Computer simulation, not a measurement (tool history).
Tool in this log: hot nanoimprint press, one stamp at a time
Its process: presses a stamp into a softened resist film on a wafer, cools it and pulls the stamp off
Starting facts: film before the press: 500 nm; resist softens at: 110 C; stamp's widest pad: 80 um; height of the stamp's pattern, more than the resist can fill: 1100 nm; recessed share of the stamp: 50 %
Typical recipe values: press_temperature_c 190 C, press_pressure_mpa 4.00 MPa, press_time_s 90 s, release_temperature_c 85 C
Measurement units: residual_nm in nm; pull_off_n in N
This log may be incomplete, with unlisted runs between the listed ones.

| run | day | press_temperature_c | press_pressure_mpa | press_time_s | release_temperature_c | residual_nm | pull_off_n |
|---|---|---|---|---|---|---|---|
| 1 | 0.000 | 190 | 4.00 | 90 | 85 | 223.7 | 221 |
| 2 | 0.962 | 190 | 4.00 | 90 | 85 | 219.3 | 212 |
| 3 | 1.867 | 190 | 4.00 | 90 | 90 | 220.1 | 211 |
| 4 | 2.638 | 190 | 4.00 | 90 | 90 | 220.7 | 207 |
| 5 | 3.850 | 190 | 4.00 | 90 | 90 | 219.6 | 202 |
| 6 | 4.508 | 190 | 4.00 | 76 | 90 | 235.0 | 209 |
| 7 | 5.900 | 190 | 4.00 | 76 | 90 | 235.8 | 216 |
| 8 | 6.767 | 190 | 4.00 | 76 | 90 | 235.1 | 210 |
| 9 | 7.521 | 190 | 4.00 | 76 | 90 | 233.0 | 207 |
|  | 7.962 | press's hydraulic seals changed and the load cell set to zero |
|  | 8.325 | stamp cleaned and given a new release coat |
| 10 | 9.183 | 190 | 4.00 | 90 | 85 | 220.1 | 215 |
| 11 | 10.425 | 190 | 4.00 | 90 | 85 | 220.5 | 217 |
| 12 | 11.612 | 190 | 4.00 | 90 | 85 | 222.8 | 221 |
| 13 | 12.575 | 191 | 4.00 | 90 | 85 | 209.4 | 219 |
| 14 | 13.908 | 190 | 4.06 | 90 | 85 | 220.1 | 220 |
| 15 | 14.729 | 190 | 4.06 | 90 | 85 | 216.6 | 223 |
|  | 15.367 | plate thermocouple calibrated |
| 16 | 15.517 | 191 | 6.17 | 90 | 74 | 171.0 | 246 |
| 17 | 16.362 | 191 | 6.17 | 90 | 74 | 171.5 | 249 |
| 18 | 17.646 | 190 | 4.00 | 53 | 85 | 263.1 | 218 |
| 19 | 18.767 | 190 | 4.00 | 53 | 85 | 263.8 | 222 |
| 20 | 19.604 | 190 | 4.00 | 53 | 85 | 263.9 | 223 |
| 21 | 20.229 | 190 | 4.00 | 53 | 85 | 263.9 | 211 |
| 22 | 20.917 | 190 | 4.00 | 53 | 85 | 265.9 | 212 |
| 23 | 21.692 | 183 | 3.83 | 92 | 85 | 287.4 | 221 |
| 24 | 22.829 | 183 | 3.83 | 92 | 85 | 287.0 | 215 |
| 25 | 24.188 | 192 | 5.90 | 66 | 85 | 189.7 | 219 |

For run 26, what comes out?
| 26 | 24.983 | 192 | 5.90 | 66 | 85 | ? | ? |

{"run 26": {"residual_nm": 192.4, "pull_off_n": 211}}
The same run, on a tool lacking any hidden state, would have yielded residual_nm 192.4 nm, pull_off_n 209 N.
